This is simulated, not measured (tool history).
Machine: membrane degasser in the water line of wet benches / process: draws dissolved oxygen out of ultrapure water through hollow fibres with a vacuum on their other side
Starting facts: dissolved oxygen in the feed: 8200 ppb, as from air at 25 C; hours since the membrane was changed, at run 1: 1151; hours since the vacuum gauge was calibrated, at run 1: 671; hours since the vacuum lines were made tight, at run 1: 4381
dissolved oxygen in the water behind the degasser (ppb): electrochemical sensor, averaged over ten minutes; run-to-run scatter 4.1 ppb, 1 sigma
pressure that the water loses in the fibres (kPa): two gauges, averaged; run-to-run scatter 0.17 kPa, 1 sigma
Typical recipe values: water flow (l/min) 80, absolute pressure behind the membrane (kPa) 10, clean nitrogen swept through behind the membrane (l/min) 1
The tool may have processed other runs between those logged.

run    hour  water flow (l/min)  absolute pressure behind the membrane (kPa)  clean nitrogen swept through behind the membrane (l/min)  hours since the membrane was changed  hours since the vacuum gauge was calibrated  hours since the vacuum lines were made tight  dissolved oxygen in the water behind the degasser (ppb)  pressure that the water loses in the fibres (kPa)
  1       0                  80                                           10                                                         1                                  1151                                          671                                          4381                                                    863.8                                              27.39
  2    85.3                  80                                           10                                                         1                                  1237                                          756                                          4466                                                    867.5                                              27.06
  3   145.3                  80                                           10                                                         1                                  1297                                          816                                          4526                                                    874.9                                               27.1
  4     189                  80                                           10                                                         1                                  1340                                          860                                          4570                                                    866.1                                              27.11
  5   262.1                  49                                           10                                                         1                                  1414                                          933                                          4643                                                    607.5                                               16.8
  6   313.9                  96                                           10                                                         1                                  1465                                          985                                          4694                                                    987.2                                              32.84
  7   386.9                 126                                           10                                                         1                                  1538                                         1058                                          4767                                                   1218.3                                              43.23
  8   431.4                 110                                           10                                                         1                                  1583                                         1102                                          4812                                                   1103.7                                              37.49
  9   493.5                  80                                           10                                                         1                                  1645                                         1164                                          4874                                                      877                                               27.2
 10   538.1                  80                                           10                                                         1                                  1690                                         1209                                          4919                                                      880                                              27.19
 11   616.6                  80                                         23.3                                                         1                                  1768                                         1287                                          4997                                                   2231.1                                              27.31
 12   653.5                  62                                           10                                                         1                                  1805                                         1324                                          5034                                                    740.3                                              21.18
 13   737.9                 119                                          7.3                                                         1                                  1889                                         1409                                          5118                                                    767.1                                              40.74
 14     797                  60                                         22.7                                                      2.45                                  1948                                         1468                                          5177                                                    965.1                                              20.34
      808.9  -- gauge calibrated
 15   877.4                  80                                         16.3                                                         1                                  2029                                         1548                                          5258                                                   1542.6                                              27.09
 16   961.5                  80                                         16.3                                                         1                                  2113                                         1632                                          5342                                                   1539.7                                              27.36
 17  1023.4                  58                                           10                                                      2.22                                  2175                                         1694                                          5404                                                    376.6                                              19.52
 18  1061.8                  58                                           10                                                      2.22                                  2213                                         1732                                          5442                                                      378                                              19.64

Predict each of these 3 candidate next runs independently; none follows another, all start after run 18:
  A  1120.6                  58                                         20.6                                                      2.22                                  2272                                         1791                                          5501                                                        ?                                                  ?
  B  1120.6                  58                                          7.8                                                      2.22                                  2272                                         1791                                          5501                                                        ?                                                  ?
  C  1120.6                 116                                           10                                                      1.22                                  2272                                         1791                                          5501                                                        ?                                                  ?

run  dissolved oxygen in the water behind the degasser (ppb)  pressure that the water loses in the fibres (kPa)
  A                                                    903.2                                              19.51
  B                                                      260                                               19.6
  C                                                   1021.5                                              39.78
With no hidden state in the tool, these same runs would have given:
run  dissolved oxygen in the water behind the degasser (ppb)  pressure that the water loses in the fibres (kPa)
  A                                                    893.7                                               19.5
  B                                                    257.1                                              19.59
  C                                                   1010.5                                              39.76
